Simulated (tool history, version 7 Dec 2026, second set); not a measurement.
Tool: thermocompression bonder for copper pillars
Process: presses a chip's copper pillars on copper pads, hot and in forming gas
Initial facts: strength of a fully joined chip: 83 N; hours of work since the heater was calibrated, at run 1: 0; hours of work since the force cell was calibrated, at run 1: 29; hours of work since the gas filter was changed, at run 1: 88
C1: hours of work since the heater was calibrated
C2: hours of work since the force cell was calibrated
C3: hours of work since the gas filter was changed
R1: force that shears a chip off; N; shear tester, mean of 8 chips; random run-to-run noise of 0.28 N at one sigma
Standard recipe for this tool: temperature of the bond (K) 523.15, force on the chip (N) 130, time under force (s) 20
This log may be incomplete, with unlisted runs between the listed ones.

run 1 hour=0.0 | temperature_of_the_bond_(K)=523.15 force_on_the_chip_(N)=130 time_under_force_(s)=20 | C1=0 C2=29 C3=88 | R1=52.4
run 2 hour=82.4 | temperature_of_the_bond_(K)=523.15 force_on_the_chip_(N)=130 time_under_force_(s)=12 | C1=37 C2=66 C3=125 | R1=44.4
run 3 hour=130.7 | temperature_of_the_bond_(K)=523.15 force_on_the_chip_(N)=130 time_under_force_(s)=12 | C1=59 C2=88 C3=147 | R1=44.3
run 4 hour=196.8 | temperature_of_the_bond_(K)=523.15 force_on_the_chip_(N)=130 time_under_force_(s)=12 | C1=89 C2=118 C3=177 | R1=44.3
run 5 hour=272.5 | temperature_of_the_bond_(K)=523.15 force_on_the_chip_(N)=130 time_under_force_(s)=20 | C1=123 C2=152 C3=211 | R1=51.5
-- hour=290.6 forming gas filter changed
run 6 hour=362.2 | temperature_of_the_bond_(K)=523.15 force_on_the_chip_(N)=130 time_under_force_(s)=15 | C1=164 C2=192 C3=32 | R1=48.5
run 7 hour=405.6 | temperature_of_the_bond_(K)=517.15 force_on_the_chip_(N)=130 time_under_force_(s)=20 | C1=183 C2=212 C3=52 | R1=50.1
run 8 hour=498.9 | temperature_of_the_bond_(K)=517.15 force_on_the_chip_(N)=130 time_under_force_(s)=20 | C1=225 C2=254 C3=94 | R1=50.2
run 9 hour=572.2 | temperature_of_the_bond_(K)=517.15 force_on_the_chip_(N)=130 time_under_force_(s)=20 | C1=259 C2=287 C3=127 | R1=49.6
run 10 hour=649.7 | temperature_of_the_bond_(K)=517.15 force_on_the_chip_(N)=130 time_under_force_(s)=20 | C1=294 C2=322 C3=162 | R1=48.5
run 11 hour=714.5 | temperature_of_the_bond_(K)=517.15 force_on_the_chip_(N)=130 time_under_force_(s)=20 | C1=323 C2=351 C3=192 | R1=48.5
run 12 hour=767.4 | temperature_of_the_bond_(K)=517.15 force_on_the_chip_(N)=130 time_under_force_(s)=20 | C1=347 C2=375 C3=216 | R1=48.6
-- hour=773.5 forming gas filter changed
run 13 hour=808.2 | temperature_of_the_bond_(K)=539.15 force_on_the_chip_(N)=130 time_under_force_(s)=20 | C1=365 C2=394 C3=16 | R1=58.9
run 14 hour=876.9 | temperature_of_the_bond_(K)=523.15 force_on_the_chip_(N)=130 time_under_force_(s)=20 | C1=396 C2=425 C3=47 | R1=52.0
run 15 hour=951.8 | temperature_of_the_bond_(K)=523.15 force_on_the_chip_(N)=130 time_under_force_(s)=20 | C1=430 C2=459 C3=81 | R1=51.9
run 16 hour=1028.0 | temperature_of_the_bond_(K)=527.15 force_on_the_chip_(N)=130 time_under_force_(s)=20 | C1=465 C2=493 C3=115 | R1=52.7
run 17 hour=1080.2 | temperature_of_the_bond_(K)=527.15 force_on_the_chip_(N)=186 time_under_force_(s)=11 | C1=488 C2=517 C3=139 | R1=52.2
run 18 hour=1151.9 | temperature_of_the_bond_(K)=527.15 force_on_the_chip_(N)=186 time_under_force_(s)=11 | C1=521 C2=549 C3=171 | R1=51.9
run 19 hour=1206.2 | temperature_of_the_bond_(K)=523.15 force_on_the_chip_(N)=168 time_under_force_(s)=32 | C1=545 C2=574 C3=196 | R1=63.0
-- hour=1261.3 forming gas filter changed
run 20 hour=1299.6 | temperature_of_the_bond_(K)=523.15 force_on_the_chip_(N)=168 time_under_force_(s)=32 | C1=587 C2=616 C3=17 | R1=65.0
run 21 hour=1357.3 | temperature_of_the_bond_(K)=523.15 force_on_the_chip_(N)=168 time_under_force_(s)=32 | C1=613 C2=642 C3=43 | R1=65.0
run 22 hour=1441.2 | temperature_of_the_bond_(K)=523.15 force_on_the_chip_(N)=168 time_under_force_(s)=32 | C1=651 C2=680 C3=81 | R1=64.4
-- hour=1447.5 heater calibrated with a thermocouple chip
run 23 hour=1525.2 | temperature_of_the_bond_(K)=523.15 force_on_the_chip_(N)=106 time_under_force_(s)=10 | C1=35 C2=717 C3=118 | R1=37.2
run 24 hour=1601.5 | temperature_of_the_bond_(K)=549.15 force_on_the_chip_(N)=130 time_under_force_(s)=26 | C1=70 C2=751 C3=153 | R1=64.5
run 25 hour=1668.6 | temperature_of_the_bond_(K)=545.15 force_on_the_chip_(N)=81 time_under_force_(s)=26 | C1=100 C2=782 C3=183 | R1=52.2
-- hour=1702.9 heater calibrated with a thermocouple chip, once more
run 26 hour=1712.2 | temperature_of_the_bond_(K)=499.15 force_on_the_chip_(N)=130 time_under_force_(s)=17 | C1=4 C2=801 C3=202 | R1=38.9
-- hour=1749.0 forming gas filter changed
run 27 hour=1806.5 | temperature_of_the_bond_(K)=512.15 force_on_the_chip_(N)=112 time_under_force_(s)=15 | C1=47 C2=843 C3=26 | R1=40.9
run 28 hour=1891.4 | temperature_of_the_bond_(K)=505.15 force_on_the_chip_(N)=130 time_under_force_(s)=20 | C1=85 C2=881 C3=64 | R1=44.3
run 29 hour=1959.6 | temperature_of_the_bond_(K)=519.15 force_on_the_chip_(N)=130 time_under_force_(s)=20 | C1=116 C2=912 C3=95 | R1=50.5
run 30 hour=2041.8 | temperature_of_the_bond_(K)=531.15 force_on_the_chip_(N)=156 time_under_force_(s)=12 | C1=153 C2=949 C3=132 | R1=51.6
run 31 hour=2115.7 | temperature_of_the_bond_(K)=531.15 force_on_the_chip_(N)=156 time_under_force_(s)=12 | C1=186 C2=983 C3=166 | R1=51.2
run 32 hour=2190.1 | temperature_of_the_bond_(K)=500.15 force_on_the_chip_(N)=130 time_under_force_(s)=20 | C1=220 C2=1016 C3=200 | R1=41.0

Results for each run, recomputed without the tool's hidden state and with each run's random variation untouched:
The hidden state here: true temperature of the bond over the reading, C; force that reaches the chip, % of what is set; oxide that the forming gas leaves, % of the face; drift of the gauge itself on shear_n, %.
run=1 R1=52.5
run=2 R1=44.6
run=3 R1=44.8
run=4 R1=45.1
run=5 R1=52.9
run=6 R1=48.3
run=7 R1=50.0
run=8 R1=50.6
run=9 R1=50.3
run=10 R1=49.7
run=11 R1=50.0
run=12 R1=50.2
run=13 R1=59.0
run=14 R1=52.5
run=15 R1=52.7
run=16 R1=53.9
run=17 R1=53.6
run=18 R1=53.7
run=19 R1=65.4
run=20 R1=65.4
run=21 R1=65.7
run=22 R1=65.6
run=23 R1=38.6
run=24 R1=66.8
run=25 R1=54.6
run=26 R1=40.1
run=27 R1=40.9
run=28 R1=44.8
run=29 R1=51.3
run=30 R1=52.8
run=31 R1=52.7
run=32 R1=42.6

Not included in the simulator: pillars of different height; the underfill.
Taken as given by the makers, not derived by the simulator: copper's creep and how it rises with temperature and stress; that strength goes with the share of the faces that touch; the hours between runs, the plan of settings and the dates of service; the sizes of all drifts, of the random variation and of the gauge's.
